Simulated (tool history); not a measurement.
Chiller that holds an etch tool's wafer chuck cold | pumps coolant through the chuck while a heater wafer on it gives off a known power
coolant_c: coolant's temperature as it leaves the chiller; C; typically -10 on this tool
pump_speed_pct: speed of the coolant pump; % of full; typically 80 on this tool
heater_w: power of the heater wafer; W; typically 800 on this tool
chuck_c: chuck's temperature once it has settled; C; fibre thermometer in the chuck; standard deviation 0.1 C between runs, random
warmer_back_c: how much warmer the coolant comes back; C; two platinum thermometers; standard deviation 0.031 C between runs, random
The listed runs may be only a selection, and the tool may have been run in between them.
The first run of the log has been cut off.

run 2 hour=21.0 | coolant_c=-10 pump_speed_pct=80 heater_w=800 | chuck_c=-0.1 warmer_back_c=3.01
run 3 hour=34.8 | coolant_c=-10 pump_speed_pct=80 heater_w=800 | chuck_c=0.0 warmer_back_c=3.01
run 4 hour=68.7 | coolant_c=-10 pump_speed_pct=80 heater_w=800 | chuck_c=-0.1 warmer_back_c=2.93
run 5 hour=89.0 | coolant_c=-14 pump_speed_pct=80 heater_w=800 | chuck_c=-4.0 warmer_back_c=2.92
run 6 hour=119.1 | coolant_c=-14 pump_speed_pct=80 heater_w=800 | chuck_c=-4.0 warmer_back_c=2.96
run 7 hour=136.8 | coolant_c=-14 pump_speed_pct=80 heater_w=800 | chuck_c=-4.0 warmer_back_c=2.93
run 8 hour=164.8 | coolant_c=-10 pump_speed_pct=80 heater_w=800 | chuck_c=-0.1 warmer_back_c=3.06
run 9 hour=185.8 | coolant_c=-10 pump_speed_pct=80 heater_w=800 | chuck_c=0.2 warmer_back_c=2.93
run 10 hour=218.6 | coolant_c=-10 pump_speed_pct=80 heater_w=800 | chuck_c=0.0 warmer_back_c=2.97
run 11 hour=250.0 | coolant_c=-10 pump_speed_pct=64 heater_w=800 | chuck_c=2.2 warmer_back_c=3.73
run 12 hour=264.3 | coolant_c=-10 pump_speed_pct=64 heater_w=800 | chuck_c=2.0 warmer_back_c=3.70
run 13 hour=290.0 | coolant_c=-10 pump_speed_pct=80 heater_w=800 | chuck_c=-0.1 warmer_back_c=3.06
run 14 hour=314.9 | coolant_c=-10 pump_speed_pct=80 heater_w=800 | chuck_c=0.0 warmer_back_c=3.00
run 15 hour=339.5 | coolant_c=-10 pump_speed_pct=61 heater_w=800 | chuck_c=2.5 warmer_back_c=3.94
run 16 hour=364.8 | coolant_c=-10 pump_speed_pct=61 heater_w=800 | chuck_c=2.4 warmer_back_c=3.92
run 17 hour=381.8 | coolant_c=-11 pump_speed_pct=65 heater_w=736 | chuck_c=0.0 warmer_back_c=3.38
run 18 hour=408.3 | coolant_c=-11 pump_speed_pct=65 heater_w=736 | chuck_c=0.0 warmer_back_c=3.36
run 19 hour=431.3 | coolant_c=-11 pump_speed_pct=65 heater_w=736 | chuck_c=-0.1 warmer_back_c=3.42
run 20 hour=446.1 | coolant_c=-15 pump_speed_pct=65 heater_w=783 | chuck_c=-3.5 warmer_back_c=3.69
run 21 hour=470.3 | coolant_c=-10 pump_speed_pct=90 heater_w=745 | chuck_c=-1.4 warmer_back_c=2.46
run 22 hour=503.7 | coolant_c=-16 pump_speed_pct=99 heater_w=1076 | chuck_c=-4.6 warmer_back_c=3.25
run 23 hour=522.9 | coolant_c=-20 pump_speed_pct=99 heater_w=417 | chuck_c=-15.7 warmer_back_c=1.25
run 24 hour=537.0 | coolant_c=-20 pump_speed_pct=99 heater_w=417 | chuck_c=-15.9 warmer_back_c=1.29

Run 25 has not been measured yet. What should we expect?
run 25 hour=570.3 | coolant_c=-11 pump_speed_pct=99 heater_w=417 | chuck_c=? warmer_back_c=?

{"run 25": {"chuck_c": -6.6, "warmer_back_c": 1.29}}
Minus the tool's unlogged condition, the same run would have read chuck_c -6.7 C, warmer_back_c 1.25 C.
